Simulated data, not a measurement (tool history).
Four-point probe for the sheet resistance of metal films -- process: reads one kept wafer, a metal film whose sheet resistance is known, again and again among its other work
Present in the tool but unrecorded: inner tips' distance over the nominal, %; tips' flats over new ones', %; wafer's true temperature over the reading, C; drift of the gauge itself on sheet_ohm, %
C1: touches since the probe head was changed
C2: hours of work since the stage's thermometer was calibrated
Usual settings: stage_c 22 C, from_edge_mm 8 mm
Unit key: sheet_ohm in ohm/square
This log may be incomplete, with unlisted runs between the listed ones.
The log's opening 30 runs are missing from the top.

run 31 hour=1092.9 | stage_c=26 from_edge_mm=59 | C1=107184 C2=652 | sheet_ohm=6.468998
run 32 hour=1129.7 | stage_c=26 from_edge_mm=8 | C1=108860 C2=679 | sheet_ohm=6.551823
run 33 hour=1154.2 | stage_c=29 from_edge_mm=9 | C1=109975 C2=698 | sheet_ohm=6.529087
run 34 hour=1203.2 | stage_c=29 from_edge_mm=9 | C1=112208 C2=734 | sheet_ohm=6.527606
run 35 hour=1232.9 | stage_c=29 from_edge_mm=9 | C1=113560 C2=756 | sheet_ohm=6.529373
run 36 hour=1265 | stage_c=24 from_edge_mm=9 | C1=115019 C2=780 | sheet_ohm=6.532108
run 37 hour=1290.4 | stage_c=24 from_edge_mm=9 | C1=116176 C2=799 | sheet_ohm=6.531396
run 38 hour=1318.3 | stage_c=34 from_edge_mm=58 | C1=117445 C2=820 | sheet_ohm=6.452739
run 39 hour=1350.8 | stage_c=25 from_edge_mm=30 | C1=118928 C2=845 | sheet_ohm=6.4675
run 40 hour=1403.5 | stage_c=25 from_edge_mm=30 | C1=121327 C2=884 | sheet_ohm=6.464236
run 41 hour=1446.2 | stage_c=22 from_edge_mm=5 | C1=123271 C2=916 | sheet_ohm=6.675265
run 42 hour=1498.7 | stage_c=25 from_edge_mm=5 | C1=125662 C2=955 | sheet_ohm=6.669483

4 options for the next run, each taken on its own from the tool as it stands now. Forecast them:
run A hour=1524.3 | stage_c=25 from_edge_mm=12 | C1=126824 C2=974 | sheet_ohm=?
run B hour=1524.3 | stage_c=20 from_edge_mm=25 | C1=126824 C2=974 | sheet_ohm=?
run C hour=1524.3 | stage_c=29 from_edge_mm=5 | C1=126824 C2=974 | sheet_ohm=?
run D hour=1524.3 | stage_c=21 from_edge_mm=17 | C1=126824 C2=974 | sheet_ohm=?

run=A sheet_ohm=6.489241
run=B sheet_ohm=6.46714
run=C sheet_ohm=6.66693
run=D sheet_ohm=6.47526
Without the tool's unlogged condition, the same runs would have read:
run=A sheet_ohm=6.576048
run=B sheet_ohm=6.553756
run=C sheet_ohm=6.755868
run=D sheet_ohm=6.561959
